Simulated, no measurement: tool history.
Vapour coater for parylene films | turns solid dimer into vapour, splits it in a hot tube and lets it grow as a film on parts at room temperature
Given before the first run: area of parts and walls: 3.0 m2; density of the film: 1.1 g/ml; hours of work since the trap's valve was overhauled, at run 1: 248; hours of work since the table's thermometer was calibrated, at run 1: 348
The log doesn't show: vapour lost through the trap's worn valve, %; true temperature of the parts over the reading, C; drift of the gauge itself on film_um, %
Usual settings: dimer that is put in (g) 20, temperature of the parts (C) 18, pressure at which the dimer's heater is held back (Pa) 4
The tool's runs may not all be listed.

run   hour  dimer that is put in (g)  temperature of the parts (C)  pressure at which the dimer's heater is held back (Pa)  hours of work since the trap's valve was overhauled  hours of work since the table's thermometer was calibrated  thickness of the film (nm)
  1      0                        20                            18                                                       4                                                  248                                                         348                        3380
  2   30.1                        20                            15                                                       4                                                  261                                                         360                        3660
  3   49.1                        30                            15                                                       4                                                  268                                                         368                        5530
  4   75.7                        30                            15                                                       4                                                  279                                                         379                        5540
  5  101.5                        30                            15                                                       4                                                  290                                                         390                        5500
  6  136.8                        30                            15                                                       4                                                  305                                                         404                        5440
  7    162                        20                            18                                                       4                                                  315                                                         415                        3280
     181.2  -- trap's valve overhauled
  8  182.9                        20                            18                                                       4                                                    1                                                         422                        3600
  9  200.8                        20                            18                                                       4                                                    8                                                         429                        3560
 10  234.7                        20                            22                                                       4                                                   22                                                         443                        3160
 11  266.4                        20                            22                                                       4                                                   35                                                         456                        3160
 12  300.5                        20                            22                                                       4                                                   49                                                         470                        3130
 13  315.9                        21                            22                                                       4                                                   56                                                         476                        3280
 14  336.8                        21                            22                                                       4                                                   64                                                         485                        3330
 15  365.3                        21                            22                                                       4                                                   76                                                         497                        3270
 16  381.2                        20                            18                                                       4                                                   83                                                         503                        3500
 17    402                        20                            18                                                       4                                                   91                                                         512                        3510
 18  432.4                        20                            18                                                       4                                                  104                                                         525                        3520
 19  466.5                        20                            18                                                    2.09                                                  118                                                         539                        3850
 20  484.5                        20                            18                                                    2.09                                                  125                                                         546                        3810
 21  516.7                        20                            18                                                    2.09                                                  138                                                         559                        3840
 22  544.5                        20                            18                                                    2.09                                                  150                                                         571                        3800
 23  569.3                        20                            18                                                    2.09                                                  160                                                         581                        3810
 24  603.9                        20                            18                                                    2.09                                                  174                                                         595                        3770
 25  619.7                        20                            18                                                     5.7                                                  181                                                         602                        3220
 26  650.9                        20                            19                                                    8.92                                                  194                                                         615                        2950
 27  684.5                        20                            19                                                    8.92                                                  208                                                         629                        2910
 28  714.2                         8                            19                                                    8.92                                                  220                                                         641                        1170
 29  746.7                        20                            12                                                    6.01                                                  233                                                         654                        3850
 30  766.2                        11                            18                                                       4                                                  241                                                         662                        1860
 31    798                        20                            10                                                    6.63                                                  255                                                         675                        3940
 32  813.9                        20                            10                                                    6.63                                                  261                                                         682                        3930
 33  840.3                        13                            17                                                     9.1                                                  272                                                         693                        1970
 34  854.6                        10                            25                                                       4                                                  278                                                         699                        1390
 35    884                        20                            18                                                       4                                                  290                                                         711                        3330
 36  906.9                        12                            10                                                       4                                                  300                                                         720                        2510
 37  922.7                        24                            10                                                    2.01                                                  306                                                         727                        5610
 38  941.6                        28                            15                                                    2.01                                                  314                                                         735                        5610
     964.5  -- trap's valve overhauled
 39  980.2                        28                            15                                                    2.01                                                    6                                                         749                        6050
 40   1003                        14                            16                                                       4                                                   16                                                         758                        2650
 41   1037                        13                            21                                                    4.36                                                   30                                                         772                        2070

Run 42, settings as shown, results not yet in. Your forecast:
 42  1067                        13                            21                                                    4.36                                                   42                                                         785                           ?

{"run 42": {"thickness of the film (nm)": 2100}}
Take away the tool's hidden state, keep the run-to-run variation as it was, and the same run would have given thickness of the film (nm) 2140.

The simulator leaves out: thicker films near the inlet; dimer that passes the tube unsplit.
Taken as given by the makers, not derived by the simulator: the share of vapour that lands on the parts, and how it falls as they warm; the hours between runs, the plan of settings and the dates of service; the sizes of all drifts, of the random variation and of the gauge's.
